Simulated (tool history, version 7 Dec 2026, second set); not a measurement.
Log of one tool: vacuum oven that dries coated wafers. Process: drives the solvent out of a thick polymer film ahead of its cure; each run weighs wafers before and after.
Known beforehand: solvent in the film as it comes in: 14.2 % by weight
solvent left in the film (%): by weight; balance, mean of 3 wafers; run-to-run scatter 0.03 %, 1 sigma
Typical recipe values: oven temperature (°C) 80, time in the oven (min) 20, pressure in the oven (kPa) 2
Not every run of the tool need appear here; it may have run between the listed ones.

run,hour,oven temperature (°C),time in the oven (min),pressure in the oven (kPa),solvent left in the film (%)
1,0,80,20,2,3.46
2,22.9,80,20,2,3.39
3,37.1,80,20,2,3.39
4,49.6,80,20,2,3.45
5,72,80,20,2,3.43
6,84.1,88,20,2,1.51
7,103.3,88,20,2,1.51
8,121.4,88,20,2,1.52
9,134.4,66,19,2,7.99
10,149.7,80,20,5.29,4.77
11,173.8,81,20,5.29,4.41

Selected run-to-run steps in solvent left in the film (%), each split into two signed amounts: the part the tool would show with no hidden state at all (from settings, incoming material and random variation), and the remainder, which goes to the hidden state together with any gauge scatter not common to the measured and the hidden-state-free results:
The hidden state here: true wafer temperature over the reading, C; true pressure over the reading, kPa; drift of the gauge itself on solvent_pct, %.
Run 5 -> 6: oven temperature (°C) 80 -> 88. solvent left in the film (%) -1.92: hidden state +0.05, all else -1.97.
Run 8 -> 9: oven temperature (°C) 88 -> 66, time in the oven (min) 20 -> 19. solvent left in the film (%) +6.47: hidden state -0.05, all else +6.52.

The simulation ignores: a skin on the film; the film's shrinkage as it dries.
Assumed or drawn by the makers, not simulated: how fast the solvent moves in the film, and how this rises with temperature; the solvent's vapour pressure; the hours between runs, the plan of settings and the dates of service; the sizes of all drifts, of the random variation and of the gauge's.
